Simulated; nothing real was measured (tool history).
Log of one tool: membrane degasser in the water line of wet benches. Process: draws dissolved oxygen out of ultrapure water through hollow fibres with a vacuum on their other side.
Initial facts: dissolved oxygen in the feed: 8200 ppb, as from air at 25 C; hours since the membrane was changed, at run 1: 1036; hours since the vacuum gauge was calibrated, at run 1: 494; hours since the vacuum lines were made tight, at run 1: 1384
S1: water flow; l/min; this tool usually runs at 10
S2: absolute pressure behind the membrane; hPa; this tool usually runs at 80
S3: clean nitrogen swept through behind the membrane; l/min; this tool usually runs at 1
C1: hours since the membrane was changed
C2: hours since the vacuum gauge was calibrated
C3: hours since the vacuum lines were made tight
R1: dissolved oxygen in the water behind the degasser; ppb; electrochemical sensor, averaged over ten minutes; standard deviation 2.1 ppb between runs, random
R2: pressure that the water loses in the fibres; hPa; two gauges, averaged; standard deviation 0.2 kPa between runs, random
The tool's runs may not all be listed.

| run | hour | S1 | S2 | S3 | C1 | C2 | C3 | R1 | R2 |
|---|---|---|---|---|---|---|---|---|---|
| 1 | 0 | 10 | 80 | 1 | 1036 | 494 | 1384 | 209.4 | 450.6 |
| 2 | 67.4 | 10 | 80 | 1 | 1104 | 562 | 1452 | 207.5 | 450.8 |
| 3 | 108.1 | 10 | 80 | 1.99 | 1144 | 602 | 1492 | 154.9 | 451.9 |
| 4 | 148 | 10 | 80 | 1 | 1184 | 642 | 1532 | 206.8 | 451.6 |
| 5 | 198.8 | 10 | 80 | 1 | 1235 | 693 | 1583 | 208.5 | 455.7 |
| 6 | 257.1 | 10 | 80 | 1 | 1293 | 751 | 1641 | 204.7 | 456.8 |
| 7 | 298.4 | 10 | 80 | 1 | 1335 | 793 | 1683 | 207.3 | 451.9 |
| 8 | 372.7 | 10 | 80 | 1 | 1409 | 867 | 1757 | 209.2 | 453.5 |
| 9 | 418.7 | 10 | 80 | 1 | 1455 | 913 | 1803 | 209.8 | 453.5 |
| 10 | 461.5 | 10 | 80 | 1 | 1498 | 956 | 1846 | 209.6 | 459.4 |
| 11 | 525.8 | 10 | 157.8 | 1 | 1562 | 1020 | 1910 | 386.7 | 457.1 |
| 12 | 592.6 | 10 | 157.8 | 1 | 1629 | 1087 | 1977 | 374.6 | 458 |
| 13 | 665.4 | 10 | 86 | 1 | 1702 | 1160 | 2050 | 219.2 | 458.9 |
| 14 | 729.9 | 10 | 86 | 1 | 1766 | 1224 | 2114 | 217.7 | 461.1 |
| 15 | 809.9 | 10 | 86 | 1 | 1846 | 1304 | 2194 | 220.8 | 461.4 |
| 16 | 865.2 | 10 | 86 | 1 | 1901 | 1360 | 2249 | 223 | 459 |
| 17 | 949.5 | 11 | 63.5 | 1 | 1986 | 1444 | 2334 | 218.3 | 510.3 |
| 18 | 1008.9 | 11 | 63.5 | 1 | 2045 | 1503 | 2393 | 217.7 | 511.1 |
| 19 | 1044.2 | 11 | 63.5 | 1 | 2080 | 1539 | 2428 | 214.1 | 506.9 |
| 20 | 1088.6 | 11 | 189.1 | 1 | 2125 | 1583 | 2473 | 519.5 | 509.3 |
| 21 | 1136.2 | 10 | 82.3 | 0.89 | 2172 | 1631 | 2520 | 227.7 | 464.5 |
| 22 | 1198.2 | 10 | 102.9 | 1.03 | 2234 | 1693 | 2582 | 254.5 | 462.9 |
|  | 1214.3 | gauge calibrated |
| 23 | 1263 | 10 | 79.6 | 2.07 | 2299 | 1757 | 2647 | 153.8 | 452.7 |
| 24 | 1303.5 | 10 | 128.7 | 1 | 2340 | 1798 | 2688 | 314 | 452.7 |
| 25 | 1345.6 | 15 | 75.9 | 1 | 2382 | 1840 | 2730 | 474.2 | 677 |
| 26 | 1425.3 | 15 | 59.9 | 0.5 | 2461 | 1920 | 2809 | 509.7 | 680.7 |
| 27 | 1467.1 | 7 | 171.7 | 0.5 | 2503 | 1961 | 2851 | 447.2 | 320.8 |
| 28 | 1519.9 | 7 | 171.7 | 1.45 | 2556 | 2014 | 2904 | 183.8 | 318.1 |
| 29 | 1565.9 | 7 | 171.7 | 1.45 | 2602 | 2060 | 2950 | 180.1 | 319.6 |
| 30 | 1629.7 | 9 | 124.1 | 2.42 | 2666 | 2124 | 3014 | 146.3 | 410.1 |
| 31 | 1676.8 | 10 | 80 | 0.5 | 2713 | 2171 | 3061 | 300.9 | 453.9 |
| 32 | 1727.4 | 10 | 80 | 2.25 | 2764 | 2222 | 3112 | 151.4 | 457.2 |

Results for each run, recomputed without the tool's hidden state and with each run's random variation untouched:
Hidden state present: membrane still open, %; true pressure behind the membrane over the reading, kPa; air that leaks in behind the membrane, l/min; drift of the gauge itself on oxygen_ppb, %; drift of the gauge itself on loss_of_pressure_kpa, %.
| run | R2 |
|---|---|
| 1 | 450.5 |
| 2 | 450 |
| 3 | 450.6 |
| 4 | 449.9 |
| 5 | 453.5 |
| 6 | 453.9 |
| 7 | 448.5 |
| 8 | 449.4 |
| 9 | 448.9 |
| 10 | 454.2 |
| 11 | 451.2 |
| 12 | 451.5 |
| 13 | 451.6 |
| 14 | 453 |
| 15 | 452.5 |
| 16 | 449.5 |
| 17 | 498.8 |
| 18 | 498.9 |
| 19 | 494.3 |
| 20 | 496.2 |
| 21 | 452 |
| 22 | 449.8 |
| 23 | 452 |
| 24 | 451.6 |
| 25 | 674.5 |
| 26 | 676.9 |
| 27 | 318.7 |
| 28 | 315.6 |
| 29 | 316.7 |
| 30 | 405.9 |
| 31 | 448.7 |
| 32 | 451.4 |
For R1, the value without the hidden state is never more than 0.7 ppb from the measured value.
